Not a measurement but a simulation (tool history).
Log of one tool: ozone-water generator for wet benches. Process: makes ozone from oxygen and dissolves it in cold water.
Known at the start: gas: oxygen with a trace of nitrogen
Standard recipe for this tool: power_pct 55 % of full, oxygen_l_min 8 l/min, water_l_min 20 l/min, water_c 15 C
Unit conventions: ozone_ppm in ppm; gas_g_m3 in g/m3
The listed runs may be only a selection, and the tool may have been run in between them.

{"run": 1, "hour": 0.0, "power_pct": 55, "oxygen_l_min": 8, "water_l_min": 20, "water_c": 15, "ozone_ppm": 17.9, "gas_g_m3": 151.7}
{"run": 2, "hour": 21.5, "power_pct": 55, "oxygen_l_min": 8, "water_l_min": 22, "water_c": 15, "ozone_ppm": 16.6, "gas_g_m3": 152.6}
{"run": 3, "hour": 40.5, "power_pct": 55, "oxygen_l_min": 8, "water_l_min": 22, "water_c": 15, "ozone_ppm": 16.7, "gas_g_m3": 151}
{"run": 4, "hour": 59.6, "power_pct": 55, "oxygen_l_min": 8, "water_l_min": 20, "water_c": 15, "ozone_ppm": 17.8, "gas_g_m3": 152.7}
{"run": 5, "hour": 83.4, "power_pct": 55, "oxygen_l_min": 8, "water_l_min": 20, "water_c": 15, "ozone_ppm": 18, "gas_g_m3": 151.7}
{"run": 6, "hour": 98.5, "power_pct": 55, "oxygen_l_min": 8, "water_l_min": 20, "water_c": 15, "ozone_ppm": 18, "gas_g_m3": 152.5}
{"run": 7, "hour": 119.0, "power_pct": 55, "oxygen_l_min": 8, "water_l_min": 20, "water_c": 15, "ozone_ppm": 18, "gas_g_m3": 151.8}
{"run": 8, "hour": 136.2, "power_pct": 55, "oxygen_l_min": 8, "water_l_min": 20, "water_c": 15, "ozone_ppm": 17.8, "gas_g_m3": 151.1}
{"run": 9, "hour": 154.1, "power_pct": 55, "oxygen_l_min": 8, "water_l_min": 20, "water_c": 15, "ozone_ppm": 17.6, "gas_g_m3": 152.5}
{"run": 10, "hour": 187.2, "power_pct": 55, "oxygen_l_min": 8, "water_l_min": 20, "water_c": 15, "ozone_ppm": 17.7, "gas_g_m3": 151.1}
{"run": 11, "hour": 219.8, "power_pct": 55, "oxygen_l_min": 8, "water_l_min": 20, "water_c": 15, "ozone_ppm": 17.8, "gas_g_m3": 153.7}
{"run": 12, "hour": 241.0, "power_pct": 55, "oxygen_l_min": 8, "water_l_min": 20, "water_c": 15, "ozone_ppm": 17.9, "gas_g_m3": 153.6}
{"run": 13, "hour": 274.2, "power_pct": 55, "oxygen_l_min": 12.6, "water_l_min": 20, "water_c": 15, "ozone_ppm": 18.9, "gas_g_m3": 131.6}
{"run": 14, "hour": 292.7, "power_pct": 55, "oxygen_l_min": 9.11, "water_l_min": 20, "water_c": 15, "ozone_ppm": 18.3, "gas_g_m3": 145.5}
{"run": 15, "hour": 307.0, "power_pct": 55, "oxygen_l_min": 9.11, "water_l_min": 20, "water_c": 15, "ozone_ppm": 18.2, "gas_g_m3": 145.6}
{"run": 16, "hour": 327.8, "power_pct": 55, "oxygen_l_min": 9.11, "water_l_min": 20, "water_c": 15, "ozone_ppm": 18.2, "gas_g_m3": 146}
{"run": 17, "hour": 345.4, "power_pct": 55, "oxygen_l_min": 8, "water_l_min": 20, "water_c": 15, "ozone_ppm": 17.8, "gas_g_m3": 152.6}
{"run": 18, "hour": 359.9, "power_pct": 55, "oxygen_l_min": 8, "water_l_min": 20, "water_c": 15, "ozone_ppm": 17.9, "gas_g_m3": 152.5}
{"run": 19, "hour": 389.3, "power_pct": 55, "oxygen_l_min": 8, "water_l_min": 20, "water_c": 15, "ozone_ppm": 17.6, "gas_g_m3": 150.1}
{"run": 20, "hour": 406.3, "power_pct": 55, "oxygen_l_min": 8, "water_l_min": 20, "water_c": 10, "ozone_ppm": 19.5, "gas_g_m3": 151}
{"run": 21, "hour": 437.2, "power_pct": 93, "oxygen_l_min": 8, "water_l_min": 12, "water_c": 10, "ozone_ppm": 42.1, "gas_g_m3": 232.1}
{"run": 22, "hour": 462.9, "power_pct": 93, "oxygen_l_min": 8, "water_l_min": 12, "water_c": 10, "ozone_ppm": 42, "gas_g_m3": 229.7}
{"run": 23, "hour": 490.0, "power_pct": 55, "oxygen_l_min": 4.8, "water_l_min": 20, "water_c": 22, "ozone_ppm": 14.2, "gas_g_m3": 176.4}
{"run": 24, "hour": 511.9, "power_pct": 64, "oxygen_l_min": 4.8, "water_l_min": 20, "water_c": 22, "ozone_ppm": 16.2, "gas_g_m3": 200}
{"run": 25, "hour": 532.5, "power_pct": 55, "oxygen_l_min": 4.66, "water_l_min": 20, "water_c": 15, "ozone_ppm": 15.6, "gas_g_m3": 178.5}
{"run": 26, "hour": 566.0, "power_pct": 96, "oxygen_l_min": 6.79, "water_l_min": 20, "water_c": 15, "ozone_ppm": 27, "gas_g_m3": 248.5}
{"run": 27, "hour": 585.2, "power_pct": 96, "oxygen_l_min": 6.79, "water_l_min": 20, "water_c": 15, "ozone_ppm": 27.2, "gas_g_m3": 251}
{"run": 28, "hour": 610.9, "power_pct": 96, "oxygen_l_min": 6.79, "water_l_min": 20, "water_c": 15, "ozone_ppm": 27, "gas_g_m3": 246.7}
{"run": 29, "hour": 626.5, "power_pct": 61, "oxygen_l_min": 6.31, "water_l_min": 13, "water_c": 15, "ozone_ppm": 25, "gas_g_m3": 175.5}
{"run": 30, "hour": 654.0, "power_pct": 61, "oxygen_l_min": 13.15, "water_l_min": 18, "water_c": 14, "ozone_ppm": 21.9, "gas_g_m3": 140.4}
{"run": 31, "hour": 677.2, "power_pct": 57, "oxygen_l_min": 6.89, "water_l_min": 23, "water_c": 8, "ozone_ppm": 17.4, "gas_g_m3": 160.7}
{"run": 32, "hour": 694.1, "power_pct": 57, "oxygen_l_min": 6.89, "water_l_min": 28, "water_c": 13, "ozone_ppm": 13.7, "gas_g_m3": 162.9}
{"run": 33, "hour": 707.6, "power_pct": 78, "oxygen_l_min": 6.13, "water_l_min": 14, "water_c": 19, "ozone_ppm": 27.2, "gas_g_m3": 215.8}

Here are 4 independent what-if runs from the current tool condition. What would each one return?
{"run": "A", "hour": 721.5, "power_pct": 89, "oxygen_l_min": 8, "water_l_min": 20, "water_c": 15, "ozone_ppm": "?", "gas_g_m3": "?"}
{"run": "B", "hour": 721.5, "power_pct": 96, "oxygen_l_min": 10.03, "water_l_min": 25, "water_c": 15, "ozone_ppm": "?", "gas_g_m3": "?"}
{"run": "C", "hour": 721.5, "power_pct": 78, "oxygen_l_min": 5.67, "water_l_min": 18, "water_c": 19, "ozone_ppm": "?", "gas_g_m3": "?"}
{"run": "D", "hour": 721.5, "power_pct": 78, "oxygen_l_min": 8.94, "water_l_min": 14, "water_c": 16, "ozone_ppm": "?", "gas_g_m3": "?"}

run=A ozone_ppm=26 gas_g_m3=223.1
run=B ozone_ppm=24.3 gas_g_m3=217.9
run=C ozone_ppm=22.1 gas_g_m3=223.2
run=D ozone_ppm=28.8 gas_g_m3=194.1
With the hidden condition removed and each run's random variation left untouched, the same runs would have given:
run=A ozone_ppm=27.9 gas_g_m3=230
run=B ozone_ppm=26.1 gas_g_m3=225
run=C ozone_ppm=23.6 gas_g_m3=229.4
run=D ozone_ppm=30.7 gas_g_m3=199.6
